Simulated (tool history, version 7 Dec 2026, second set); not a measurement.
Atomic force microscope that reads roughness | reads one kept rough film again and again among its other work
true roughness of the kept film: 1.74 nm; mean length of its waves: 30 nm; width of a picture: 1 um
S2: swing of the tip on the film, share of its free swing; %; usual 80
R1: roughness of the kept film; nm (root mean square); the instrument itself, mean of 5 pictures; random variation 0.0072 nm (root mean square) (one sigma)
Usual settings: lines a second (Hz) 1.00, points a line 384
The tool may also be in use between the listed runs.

{"run": 1, "hour": 0.0, "lines a second (Hz)": 1.0, "S2": 80, "points a line": 384, "R1": 1.427}
{"run": 2, "hour": 33.0, "lines a second (Hz)": 1.0, "S2": 80, "points a line": 384, "R1": 1.381}
{"hour": 42.1, "done": "new tip fitted"}
{"run": 3, "hour": 60.8, "lines a second (Hz)": 1.0, "S2": 80, "points a line": 384, "R1": 1.428}
{"run": 4, "hour": 96.6, "lines a second (Hz)": 1.0, "S2": 80, "points a line": 384, "R1": 1.384}
{"hour": 118.5, "done": "new tip fitted"}
{"run": 5, "hour": 133.2, "lines a second (Hz)": 1.0, "S2": 80, "points a line": 384, "R1": 1.436}
{"run": 6, "hour": 164.4, "lines a second (Hz)": 1.0, "S2": 80, "points a line": 559, "R1": 1.42}
{"hour": 193.2, "done": "new tip fitted"}
{"run": 7, "hour": 196.4, "lines a second (Hz)": 1.0, "S2": 80, "points a line": 559, "R1": 1.455}
{"run": 8, "hour": 230.8, "lines a second (Hz)": 1.0, "S2": 80, "points a line": 559, "R1": 1.415}
{"hour": 266.8, "done": "new tip fitted"}
{"run": 9, "hour": 271.5, "lines a second (Hz)": 1.0, "S2": 80, "points a line": 384, "R1": 1.461}
{"run": 10, "hour": 289.6, "lines a second (Hz)": 1.0, "S2": 80, "points a line": 384, "R1": 1.438}
{"run": 11, "hour": 314.4, "lines a second (Hz)": 1.0, "S2": 68, "points a line": 384, "R1": 1.468}
{"hour": 340.1, "done": "new tip fitted"}
{"run": 12, "hour": 348.9, "lines a second (Hz)": 1.0, "S2": 68, "points a line": 384, "R1": 1.524}
{"run": 13, "hour": 386.0, "lines a second (Hz)": 1.0, "S2": 68, "points a line": 384, "R1": 1.474}
{"run": 14, "hour": 407.1, "lines a second (Hz)": 3.93, "S2": 80, "points a line": 384, "R1": 1.077}
{"hour": 416.7, "done": "new tip fitted"}
{"run": 15, "hour": 429.9, "lines a second (Hz)": 1.0, "S2": 80, "points a line": 384, "R1": 1.445}
{"run": 16, "hour": 463.7, "lines a second (Hz)": 1.0, "S2": 80, "points a line": 384, "R1": 1.396}
{"hour": 490.8, "done": "new tip fitted"}
{"run": 17, "hour": 500.0, "lines a second (Hz)": 1.0, "S2": 80, "points a line": 384, "R1": 1.45}
{"run": 18, "hour": 518.5, "lines a second (Hz)": 1.0, "S2": 80, "points a line": 384, "R1": 1.426}
{"run": 19, "hour": 555.9, "lines a second (Hz)": 1.0, "S2": 80, "points a line": 493, "R1": 1.377}
{"hour": 565.0, "done": "new tip fitted"}
{"run": 20, "hour": 590.3, "lines a second (Hz)": 1.0, "S2": 72, "points a line": 987, "R1": 1.486}
{"run": 21, "hour": 612.0, "lines a second (Hz)": 0.74, "S2": 59, "points a line": 839, "R1": 1.516}
{"hour": 641.5, "done": "new tip fitted"}
{"run": 22, "hour": 652.7, "lines a second (Hz)": 0.97, "S2": 80, "points a line": 304, "R1": 1.451}

The next listed run, before its measurement:
{"run": 23, "hour": 684.5, "lines a second (Hz)": 0.97, "S2": 88, "points a line": 304, "R1": "?"}

Run 23 gave R1 1.338 nm (root mean square).
Without the tool's hidden state the same run would have given R1 1.413 nm (root mean square).

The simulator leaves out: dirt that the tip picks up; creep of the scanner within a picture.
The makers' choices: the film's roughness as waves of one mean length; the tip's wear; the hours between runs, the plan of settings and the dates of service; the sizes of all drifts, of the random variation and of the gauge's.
